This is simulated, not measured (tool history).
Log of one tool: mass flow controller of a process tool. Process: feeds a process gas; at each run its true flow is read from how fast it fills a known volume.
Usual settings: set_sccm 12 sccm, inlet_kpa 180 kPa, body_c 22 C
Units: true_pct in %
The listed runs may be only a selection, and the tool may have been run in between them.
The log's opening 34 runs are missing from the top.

| run | day | set_sccm | inlet_kpa | body_c | hours of work since the controller was set to zero | hours of work since the controller was changed | true_pct |
|---|---|---|---|---|---|---|---|
| 35 | 293.875 | 4 | 193 | 34 | 1220 | 5727 | 98.77 |
| 36 | 304.342 | 4 | 193 | 34 | 1322 | 5829 | 98.56 |
| 37 | 312.917 | 4 | 185 | 23 | 1406 | 5913 | 99.52 |
| 38 | 319.775 | 12 | 208 | 22 | 1474 | 5981 | 100.95 |
| 39 | 328.046 | 12 | 208 | 22 | 1555 | 6062 | 101.04 |
| 40 | 332.958 | 12 | 189 | 22 | 1603 | 6110 | 100.97 |
| 41 | 339.971 | 12 | 189 | 22 | 1672 | 6178 | 100.97 |
| 42 | 348.662 | 11 | 185 | 40 | 1757 | 6263 | 99.43 |
| 43 | 359.492 | 11 | 185 | 40 | 1863 | 6370 | 99.57 |
| 44 | 371.054 | 6 | 185 | 32 | 1976 | 6483 | 99.21 |
| 45 | 377.217 | 12 | 155 | 22 | 2036 | 6543 | 101.18 |
| 46 | 385.35 | 12 | 155 | 22 | 2116 | 6623 | 101.2 |
| 47 | 397.204 | 10 | 206 | 33 | 2232 | 6739 | 99.89 |
| 48 | 403.433 | 10 | 206 | 33 | 2293 | 6800 | 100 |

Predict each of these 3 candidate next runs independently; none follows another, all start after run 48:
| A | 410.842 | 2 | 180 | 22 | 2366 | 6873 | ? |
| B | 410.842 | 12 | 180 | 30 | 2366 | 6873 | ? |
| C | 410.842 | 12 | 207 | 22 | 2366 | 6873 | ? |

| run | true_pct |
|---|---|
| A | 96.91 |
| B | 100.53 |
| C | 101.08 |
The same runs, with their run-to-run variation unchanged, on a tool lacking any hidden condition would have given:
| run | true_pct |
|---|---|
| A | 98.89 |
| B | 99.11 |
| C | 99.66 |
